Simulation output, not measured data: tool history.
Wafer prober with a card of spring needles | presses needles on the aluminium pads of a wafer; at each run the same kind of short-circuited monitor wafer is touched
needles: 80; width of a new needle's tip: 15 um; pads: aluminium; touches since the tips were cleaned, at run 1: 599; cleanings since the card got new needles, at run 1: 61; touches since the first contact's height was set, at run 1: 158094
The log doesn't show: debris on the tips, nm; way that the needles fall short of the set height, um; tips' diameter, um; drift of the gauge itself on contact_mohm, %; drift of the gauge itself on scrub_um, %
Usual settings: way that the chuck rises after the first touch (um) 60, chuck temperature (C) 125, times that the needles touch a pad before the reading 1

run,hour,way that the chuck rises after the first touch (um),chuck temperature (C),times that the needles touch a pad before the reading,touches since the tips were cleaned,cleanings since the card got new needles,touches since the first contact's height was set,resistance of one needle with its contact and lead (mohm),way that a needle slides on the pad (um)
1,0,60,125,1,599,61,158094,154,12.18
# hour 11.1: tips cleaned on abrasive film
2,21.3,60,125,1,7173,62,173075,166,12.21
# hour 24.3: tips cleaned on abrasive film
# hour 39: tips cleaned on abrasive film
3,45.9,60,125,1,4902,64,190389,164,12.1
# hour 51.9: tips cleaned on abrasive film
# hour 66.6: tips cleaned on abrasive film
4,72.8,60,125,1,4388,66,209266,161,12.17
# hour 78.8: tips cleaned on abrasive film
# hour 91.7: tips cleaned on abrasive film
# hour 94.9: height of the first contact set anew
5,99,60,125,1,4984,68,2910,163,12.45
# hour 104.2: tips cleaned on abrasive film
# hour 118.6: tips cleaned on abrasive film
# hour 132.5: tips cleaned on abrasive film
6,139.2,48,67,2,4739,71,31156,157,9.92
# hour 145.2: tips cleaned on abrasive film
# hour 159.9: tips cleaned on abrasive film
7,164.4,79,41,1,3160,73,48786,141,16.36
# hour 173.2: tips cleaned on abrasive film
# hour 186.8: tips cleaned on abrasive film
# hour 201: tips cleaned on abrasive film
# hour 214.4: tips cleaned on abrasive film
8,214.4,60,59,1,0,77,83882,139,12.3
# hour 228.5: tips cleaned on abrasive film
# hour 242.8: tips cleaned on abrasive film
9,248.6,60,59,1,4089,79,107984,154,12.26

Forecast run 10:
# hour 257.5: tips cleaned on abrasive film
# hour 272.1: tips cleaned on abrasive film
10,273.7,60,51,1,1129,81,125596,?,?

{"run 10": {"resistance of one needle with its contact and lead (mohm)": 144, "way that a needle slides on the pad (um)": 12.2}}
Without the tool's hidden state the same run would have given resistance of one needle with its contact and lead (mohm) 136, way that a needle slides on the pad (um) 12.37.

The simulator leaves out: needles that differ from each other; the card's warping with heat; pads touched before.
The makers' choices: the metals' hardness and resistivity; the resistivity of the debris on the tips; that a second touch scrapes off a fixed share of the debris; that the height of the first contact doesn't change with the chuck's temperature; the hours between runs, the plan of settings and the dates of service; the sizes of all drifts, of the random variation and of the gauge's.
